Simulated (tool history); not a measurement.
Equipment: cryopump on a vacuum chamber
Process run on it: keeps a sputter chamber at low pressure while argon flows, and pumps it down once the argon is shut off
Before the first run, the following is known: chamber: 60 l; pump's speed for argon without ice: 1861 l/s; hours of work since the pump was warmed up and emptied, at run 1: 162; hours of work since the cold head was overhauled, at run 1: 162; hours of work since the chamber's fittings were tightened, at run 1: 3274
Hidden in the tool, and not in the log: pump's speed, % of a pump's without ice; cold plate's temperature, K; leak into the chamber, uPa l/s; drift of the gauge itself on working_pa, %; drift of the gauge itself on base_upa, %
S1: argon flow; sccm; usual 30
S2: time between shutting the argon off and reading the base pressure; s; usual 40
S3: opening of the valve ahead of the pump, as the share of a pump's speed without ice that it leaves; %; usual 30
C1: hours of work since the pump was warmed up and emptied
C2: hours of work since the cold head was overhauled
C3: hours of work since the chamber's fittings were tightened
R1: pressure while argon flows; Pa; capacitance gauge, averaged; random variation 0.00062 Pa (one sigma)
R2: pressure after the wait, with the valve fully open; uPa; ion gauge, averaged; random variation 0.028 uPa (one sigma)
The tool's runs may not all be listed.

run,day,S1,S2,S3,C1,C2,C3,R1,R2
1,0.000,30,40,30,162,162,3274,0.0928,2.52
2,2.625,30,40,30,196,196,3308,0.0932,2.51
3,4.875,30,40,30,225,225,3337,0.0924,2.64
4,6.792,30,40,30,250,250,3362,0.0930,2.57
5,8.883,30,40,30,277,277,3389,0.0922,2.64
6,11.154,30,143,30,306,306,3419,0.0938,1.87
# day 12.950: leaking fittings of the chamber tightened, without venting
7,13.683,30,143,32,338,338,10,0.0879,0.52
8,15.438,30,143,39,361,361,32,0.0727,0.52
9,18.554,30,40,39,401,401,73,0.0729,1.38
10,20.412,30,40,39,425,425,97,0.0739,1.36
11,22.083,30,40,39,447,447,118,0.0740,1.32
12,23.558,30,40,39,466,466,137,0.0742,1.40
13,25.317,30,81,39,489,489,160,0.0746,0.82
14,26.862,30,81,39,509,509,180,0.0755,0.83
15,29.946,30,81,39,549,549,220,0.0752,0.83
16,32.400,49,81,39,581,581,252,0.1217,0.92
17,34.629,30,23,30,609,609,281,0.0955,2.38
18,36.942,16,40,37,639,639,311,0.0429,1.49
19,38.538,16,40,37,660,660,332,0.0431,1.48
20,40.167,18,160,49,681,681,353,0.0377,0.60
21,42.142,18,160,49,707,707,378,0.0374,0.68
22,43.629,18,160,49,726,726,397,0.0383,0.67
23,45.304,18,160,49,748,748,419,0.0381,0.66
24,46.767,52,32,35,767,767,438,0.1489,1.84
25,48.825,52,51,32,793,793,465,0.1621,1.29
26,51.542,52,51,32,828,828,500,0.1628,1.29
27,54.525,52,51,32,867,867,539,0.1641,1.38
28,56.171,52,51,32,889,889,560,0.1636,1.34
29,58.542,21,51,53,919,919,591,0.0421,1.34
30,61.258,49,51,53,954,954,626,0.1006,1.43
31,64.150,49,51,53,992,992,663,0.1022,1.42
# day 66.583: pump warmed up, emptied and cooled again
32,66.738,37,143,24,2,1023,694,0.1402,0.77

4 options for the next run, each taken on its own from the tool as it stands now. Forecast them:
A,68.579,39,143,24,26,1047,718,?,?
B,68.579,23,213,42,26,1047,718,?,?
C,68.579,21,143,24,26,1047,718,?,?
D,68.579,56,40,30,26,1047,718,?,?

run,R1,R2
A,0.1497,0.75
B,0.0509,0.62
C,0.0797,0.76
D,0.1694,1.56
Had the tool no hidden state, the same runs would have come out as:
run,R1,R2
A,0.1488,0.49
B,0.0504,0.37
C,0.0793,0.50
D,0.1681,1.30
